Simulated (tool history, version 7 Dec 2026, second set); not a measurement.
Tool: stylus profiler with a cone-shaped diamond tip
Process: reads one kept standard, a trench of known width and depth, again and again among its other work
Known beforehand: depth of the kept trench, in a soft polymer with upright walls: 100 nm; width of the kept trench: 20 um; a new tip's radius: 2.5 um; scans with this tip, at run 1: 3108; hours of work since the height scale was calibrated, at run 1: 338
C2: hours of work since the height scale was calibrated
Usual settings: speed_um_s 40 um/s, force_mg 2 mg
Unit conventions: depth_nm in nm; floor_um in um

run 1 hour=0 | speed_um_s=40 force_mg=2 | scans_with_this_tip=3108 C2=338 | depth_nm=100.55 floor_um=18.39
run 2 hour=27.6 | speed_um_s=40 force_mg=2 | scans_with_this_tip=3256 C2=354 | depth_nm=100.59 floor_um=18.36
run 3 hour=42.8 | speed_um_s=16 force_mg=2 | scans_with_this_tip=3337 C2=362 | depth_nm=100.57 floor_um=18.5
run 4 hour=73.4 | speed_um_s=40 force_mg=3.33 | scans_with_this_tip=3501 C2=380 | depth_nm=100.88 floor_um=18.43
run 5 hour=98 | speed_um_s=40 force_mg=3.33 | scans_with_this_tip=3633 C2=395 | depth_nm=100.82 floor_um=18.42
run 6 hour=114.6 | speed_um_s=40 force_mg=3.33 | scans_with_this_tip=3722 C2=404 | depth_nm=100.86 floor_um=18.4
run 7 hour=146.5 | speed_um_s=40 force_mg=2 | scans_with_this_tip=3892 C2=423 | depth_nm=100.49 floor_um=18.37
run 8 hour=166.2 | speed_um_s=40 force_mg=2 | scans_with_this_tip=3998 C2=434 | depth_nm=100.52 floor_um=18.31
run 9 hour=195 | speed_um_s=59 force_mg=2 | scans_with_this_tip=4152 C2=451 | depth_nm=100.57 floor_um=18.29
run 10 hour=210.4 | speed_um_s=59 force_mg=2 | scans_with_this_tip=4235 C2=460 | depth_nm=100.56 floor_um=18.3
run 11 hour=227.8 | speed_um_s=33 force_mg=2 | scans_with_this_tip=4328 C2=470 | depth_nm=100.52 floor_um=18.37
run 12 hour=242.9 | speed_um_s=33 force_mg=2 | scans_with_this_tip=4409 C2=479 | depth_nm=100.52 floor_um=18.37
run 13 hour=261.3 | speed_um_s=33 force_mg=2 | scans_with_this_tip=4507 C2=490 | depth_nm=100.52 floor_um=18.41
run 14 hour=291.9 | speed_um_s=40 force_mg=2 | scans_with_this_tip=4671 C2=507 | depth_nm=100.51 floor_um=18.38
run 15 hour=319 | speed_um_s=40 force_mg=2 | scans_with_this_tip=4816 C2=523 | depth_nm=100.47 floor_um=18.36
run 16 hour=349.8 | speed_um_s=40 force_mg=1.25 | scans_with_this_tip=4981 C2=541 | depth_nm=100.26 floor_um=18.35
run 17 hour=365.7 | speed_um_s=40 force_mg=1.25 | scans_with_this_tip=5067 C2=550 | depth_nm=100.28 floor_um=18.3
run 18 hour=398.7 | speed_um_s=40 force_mg=2 | scans_with_this_tip=5243 C2=570 | depth_nm=100.42 floor_um=18.36
run 19 hour=426.6 | speed_um_s=40 force_mg=2 | scans_with_this_tip=5393 C2=586 | depth_nm=100.45 floor_um=18.36
run 20 hour=449.7 | speed_um_s=40 force_mg=2 | scans_with_this_tip=5517 C2=599 | depth_nm=100.47 floor_um=18.36
run 21 hour=484.7 | speed_um_s=12 force_mg=2 | scans_with_this_tip=5704 C2=620 | depth_nm=100.47 floor_um=18.42
run 22 hour=520.1 | speed_um_s=12 force_mg=2 | scans_with_this_tip=5894 C2=640 | depth_nm=100.41 floor_um=18.37
run 23 hour=542.2 | speed_um_s=40 force_mg=2 | scans_with_this_tip=6012 C2=653 | depth_nm=100.43 floor_um=18.35
run 24 hour=574.2 | speed_um_s=40 force_mg=2 | scans_with_this_tip=6183 C2=672 | depth_nm=100.42 floor_um=18.28
run 25 hour=589.4 | speed_um_s=40 force_mg=2 | scans_with_this_tip=6265 C2=681 | depth_nm=100.4 floor_um=18.32
run 26 hour=613.9 | speed_um_s=102 force_mg=1.96 | scans_with_this_tip=6396 C2=695 | depth_nm=100.42 floor_um=18.11
run 27 hour=629.2 | speed_um_s=11 force_mg=2.29 | scans_with_this_tip=6478 C2=704 | depth_nm=100.49 floor_um=18.36
run 28 hour=648.9 | speed_um_s=11 force_mg=2.29 | scans_with_this_tip=6584 C2=715 | depth_nm=100.49 floor_um=18.4
run 29 hour=677.9 | speed_um_s=135 force_mg=2 | scans_with_this_tip=6739 C2=732 | depth_nm=100.44 floor_um=18
run 30 hour=702.1 | speed_um_s=65 force_mg=0.88 | scans_with_this_tip=6869 C2=746 | depth_nm=100.1 floor_um=18.1
run 31 hour=737.2 | speed_um_s=65 force_mg=0.88 | scans_with_this_tip=7057 C2=767 | depth_nm=100.13 floor_um=18.11
run 32 hour=755.4 | speed_um_s=28 force_mg=0.98 | scans_with_this_tip=7154 C2=777 | depth_nm=100.14 floor_um=18.33
run 33 hour=771.8 | speed_um_s=119 force_mg=2.45 | scans_with_this_tip=7242 C2=787 | depth_nm=100.53 floor_um=18.05
run 34 hour=789.7 | speed_um_s=17 force_mg=2.31 | scans_with_this_tip=7338 C2=797 | depth_nm=100.49 floor_um=18.35
run 35 hour=813.4 | speed_um_s=68 force_mg=2.3 | scans_with_this_tip=7465 C2=811 | depth_nm=100.39 floor_um=18.19
run 36 hour=848.4 | speed_um_s=44 force_mg=2.31 | scans_with_this_tip=7652 C2=831 | depth_nm=100.51 floor_um=18.24
run 37 hour=862.9 | speed_um_s=22 force_mg=1.33 | scans_with_this_tip=7730 C2=840 | depth_nm=100.18 floor_um=18.31
run 38 hour=892.8 | speed_um_s=19 force_mg=0.94 | scans_with_this_tip=7890 C2=857 | depth_nm=100.06 floor_um=18.33
run 39 hour=925.2 | speed_um_s=11 force_mg=5.84 | scans_with_this_tip=8064 C2=876 | depth_nm=101.08 floor_um=18.38
run 40 hour=943.6 | speed_um_s=11 force_mg=5.84 | scans_with_this_tip=8162 C2=887 | depth_nm=101.1 floor_um=18.37
run 41 hour=977.9 | speed_um_s=11 force_mg=5.84 | scans_with_this_tip=8346 C2=907 | depth_nm=101.11 floor_um=18.36
run 42 hour=1013.1 | speed_um_s=42 force_mg=3.14 | scans_with_this_tip=8535 C2=927 | depth_nm=100.58 floor_um=18.26
run 43 hour=1042.1 | speed_um_s=13 force_mg=4.09 | scans_with_this_tip=8690 C2=944 | depth_nm=100.8 floor_um=18.32
run 44 hour=1064.5 | speed_um_s=13 force_mg=4.09 | scans_with_this_tip=8810 C2=957 | depth_nm=100.77 floor_um=18.27
run 45 hour=1082.6 | speed_um_s=92 force_mg=1.11 | scans_with_this_tip=8907 C2=968 | depth_nm=100.1 floor_um=17.97
run 46 hour=1117.8 | speed_um_s=92 force_mg=1.11 | scans_with_this_tip=9095 C2=988 | depth_nm=100.1 floor_um=17.97
run 47 hour=1147.6 | speed_um_s=122 force_mg=1.55 | scans_with_this_tip=9255 C2=1005 | depth_nm=100.22 floor_um=17.94

Hidden state or all else? Some run-to-run changes of depth_nm, split into what the settings, what came in and random variation would give without the hidden state, and what is left for the hidden state (with any gauge scatter that isn't in both results):
Unlogged tool condition in this case: radius of the tip, um; height scale over the true one, %; drift of the gauge itself on depth_nm, %; drift of the gauge itself on floor_um, %.
Run 2 -> 3: speed_um_s 40 -> 16. depth_nm -0.02 nm: hidden state -0.01, all else -0.01.
Run 13 -> 14: speed_um_s 33 -> 40. depth_nm -0.01 nm: hidden state -0.02, all else +0.01.
Run 20 -> 21: speed_um_s 40 -> 12. depth_nm +0 nm: hidden state -0.02, all else +0.02.
Run 38 -> 39: speed_um_s 19 -> 11, force_mg 0.94 -> 5.84. depth_nm +1.02 nm: hidden state -0.01, all else +1.03.
Run 41 -> 42: speed_um_s 11 -> 42, force_mg 5.84 -> 3.14. depth_nm -0.53 nm: hidden state -0.01, all else -0.52.
Run 44 -> 45: speed_um_s 13 -> 92, force_mg 4.09 -> 1.11. depth_nm -0.67 nm: hidden state +0, all else -0.67.

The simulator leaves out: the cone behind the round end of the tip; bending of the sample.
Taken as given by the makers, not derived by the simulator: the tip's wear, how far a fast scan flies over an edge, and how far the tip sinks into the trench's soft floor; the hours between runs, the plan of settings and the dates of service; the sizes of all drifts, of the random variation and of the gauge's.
